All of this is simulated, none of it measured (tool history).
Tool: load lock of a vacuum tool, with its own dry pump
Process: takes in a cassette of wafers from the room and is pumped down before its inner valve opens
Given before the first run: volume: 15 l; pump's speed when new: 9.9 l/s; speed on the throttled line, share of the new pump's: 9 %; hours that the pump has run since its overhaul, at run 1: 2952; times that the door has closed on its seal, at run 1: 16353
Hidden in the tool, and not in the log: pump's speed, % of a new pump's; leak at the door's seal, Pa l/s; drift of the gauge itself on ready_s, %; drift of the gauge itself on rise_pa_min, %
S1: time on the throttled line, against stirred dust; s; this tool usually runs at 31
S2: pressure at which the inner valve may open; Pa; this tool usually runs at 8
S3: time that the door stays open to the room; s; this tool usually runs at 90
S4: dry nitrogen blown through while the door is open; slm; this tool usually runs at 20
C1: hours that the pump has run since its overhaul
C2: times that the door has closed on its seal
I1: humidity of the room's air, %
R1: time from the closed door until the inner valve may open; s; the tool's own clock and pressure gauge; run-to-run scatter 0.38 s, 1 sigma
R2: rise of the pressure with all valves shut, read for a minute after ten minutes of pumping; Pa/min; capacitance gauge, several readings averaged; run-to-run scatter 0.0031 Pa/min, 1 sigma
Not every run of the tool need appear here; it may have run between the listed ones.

run	hour	S1	S2	S3	S4	C1	C2	I1	R1	R2
1	0	31	8	90	20	2952	16353	46.4	43	0.082
2	103.5	31	8	90	20	3056	16854	43.7	42.2	0.082
3	248.4	31	14	90	20	3201	17556	46.9	41.6	0.087
4	345.4	31	8	90	20	3298	18026	45	43.1	0.087
5	414.5	31	8	90	20	3367	18360	44.4	42.7	0.083
6	480.2	31	8	90	20	3432	18678	45.6	43	0.083
7	574.9	31	8	90	20	3527	19137	47	42.7	0.089
8	641	31	8	90	7	3593	19457	45.6	42.8	0.103
9	742.4	31	8	186	20	3695	19948	45.7	42.8	0.103
10	879.5	31	8	186	20	3832	20612	47	42.9	0.113
11	1008.2	31	8	186	20	3960	21235	43.8	43.3	0.104
12	1139.9	31	8	90	20	4092	21873	47.9	42.8	0.095
13	1299.8	31	8	90	20	4252	22647	47.3	43.1	0.096
14	1373.1	31	8	147	20	4325	23002	46.6	43.3	0.105
15	1522.3	31	8	147	20	4474	23725	44.5	43	0.1
16	1597.7	31	8	147	20	4550	24090	42.4	42.7	0.102
17	1699.8	31	8	147	20	4652	24585	47.8	43.8	0.113
18	1857.9	31	16	90	20	4810	25350	41.8	42.2	0.091
19	2016.2	59	12	27	12	4968	26117	42.9	67.6	0.075
20	2140	46	12	27	25	5092	26716	45.3	56.5	0.072
21	2288	31	8	45	20	5240	27433	46.9	43.2	0.088
22	2445.8	31	8	45	20	5398	28197	45.7	42.9	0.082
23	2605.2	31	11	119	5	5557	28969	45.2	43.3	0.13
24	2692.3	24	8	35	41	5644	29391	42.3	36.8	0.072
25	2847.1	19	8	35	41	5799	30140	45.9	32	0.073
26	2980.7	31	10	90	5	5933	30787	44.5	43.7	0.121
27	3094.1	35	7	166	11	6046	31336	47.7	47.4	0.133
28	3173.7	31	10	65	41	6126	31722	44.5	42.5	0.084
29	3284	31	10	64	19	6236	32256	46.8	43.1	0.108
30	3364.8	31	8	66	7	6317	32647	44.6	44.1	0.118
31	3497.9	31	13	66	7	6450	33292	42.5	42.6	0.117
32	3580	35	8	90	13	6532	33689	41.7	46.6	0.11
33	3689.8	35	8	90	44	6642	34221	49.1	47.5	0.097
34	3784.1	54	8	90	44	6736	34678	45.7	64.4	0.096
35	3901.3	54	8	90	44	6853	35245	46.9	65.1	0.099

Some steps in R1, run to run, broken into two amounts with sign: the step expected even without the hidden condition (settings, incoming material, random variation), and the rest, left for the hidden condition together with whatever gauge scatter is not in both the measured and the hidden-condition-free result:
Run 1 -> 2: nothing adjusted, nothing logged. R1 -0.8 s: hidden state +0.1, all else -0.9.
Run 7 -> 8: S4 20 -> 7. R1 +0.1 s: hidden state +0.1, all else +0.
Run 8 -> 9: S3 90 -> 186, S4 7 -> 20. R1 +0 s: hidden state -0.1, all else +0.1.
Run 18 -> 19: S1 31 -> 59, S2 16 -> 12, S3 90 -> 27, S4 20 -> 12. R1 +25.4 s: hidden state +0, all else +25.4.
Run 20 -> 21: S1 46 -> 31, S2 12 -> 8, S3 27 -> 45, S4 25 -> 20. R1 -13.3 s: hidden state +0.1, all else -13.4.
Run 33 -> 34: S1 35 -> 54. R1 +16.9 s: hidden state -0.1, all else +17.

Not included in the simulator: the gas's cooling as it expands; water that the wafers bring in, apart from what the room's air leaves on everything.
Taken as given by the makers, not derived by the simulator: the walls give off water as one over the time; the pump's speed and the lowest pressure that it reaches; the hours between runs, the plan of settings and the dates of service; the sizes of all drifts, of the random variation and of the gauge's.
